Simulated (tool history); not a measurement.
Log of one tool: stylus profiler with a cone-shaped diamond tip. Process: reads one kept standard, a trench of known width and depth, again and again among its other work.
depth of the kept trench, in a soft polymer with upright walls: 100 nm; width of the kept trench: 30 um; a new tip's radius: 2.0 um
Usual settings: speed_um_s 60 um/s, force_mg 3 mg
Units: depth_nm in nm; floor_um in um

run	hour	speed_um_s	force_mg	depth_nm	floor_um
1	0	60	3	101.42	28.47
2	13.2	60	3	101.41	28.46
3	20.7	60	3	101.3	28.47
4	34.9	60	3	101.48	28.47
5	44.5	60	3	101.51	28.47
6	57.3	60	3	101.48	28.49
7	64.4	60	3	101.53	28.48
8	74.6	60	3	101.57	28.5
9	87.3	60	3	101.49	28.49
10	100.4	60	3	101.54	28.48
11	111.6	60	3	101.42	28.48
12	125.6	60	3	101.54	28.52
13	138.6	51	3	101.53	28.52
14	148.9	51	3	101.32	28.49
15	158.5	60	3	101.47	28.46
16	167	60	3	101.53	28.42
17	179.9	60	3	101.57	28.48
18	192.1	60	2.31	101.07	28.44
19	204.1	60	2.31	101.22	28.4
20	217.4	60	3	101.57	28.44
21	231.7	60	3	101.55	28.43
22	244.5	60	3	101.56	28.49
23	256.4	60	3	101.49	28.52
24	271.7	98	3.59	101.7	28.38
25	286.2	21	3.43	101.62	28.59
26	298.5	193	5.9	102.24	28.19
27	304.8	193	3.41	101.68	28.01
28	312.6	193	3.41	101.54	28.04
29	326.5	193	3.41	101.79	28.02
30	338.7	38	5.25	102.14	28.57
31	348.8	170	3.17	101.49	28.1
32	359	30	1.75	101	28.54
33	366	30	1.75	101.19	28.54
34	381.3	16	6.66	102.41	28.66
35	390	25	4.59	101.96	28.55
36	405.1	25	4.59	101.96	28.59
37	418.8	61	4.3	101.75	28.48
38	431.5	185	2.47	101.32	27.88
39	441.8	185	2.47	101.44	27.89
40	449.6	24	2.38	101.28	28.61
41	457	93	7.26	102.41	28.44
42	465	130	1.39	100.93	27.91
43	480.6	230	1.57	101.02	27.51
44	493.7	172	1.41	101.06	27.77
45	508.4	24	1.34	101.27	28.53
46	521.8	204	3	101.49	27.91

Forecast each of these 3 alternatives for the next run:
A	535.1	238	1.43	?	?
B	535.1	70	4.15	?	?
C	535.1	204	8.64	?	?

run	depth_nm	floor_um
A	101.23	27.37
B	102.04	28.47
C	102.93	28.21
Without the tool's hidden state the same runs would have given:
run	depth_nm	floor_um
A	100.93	27.46
B	101.73	28.57
C	102.61	28.3

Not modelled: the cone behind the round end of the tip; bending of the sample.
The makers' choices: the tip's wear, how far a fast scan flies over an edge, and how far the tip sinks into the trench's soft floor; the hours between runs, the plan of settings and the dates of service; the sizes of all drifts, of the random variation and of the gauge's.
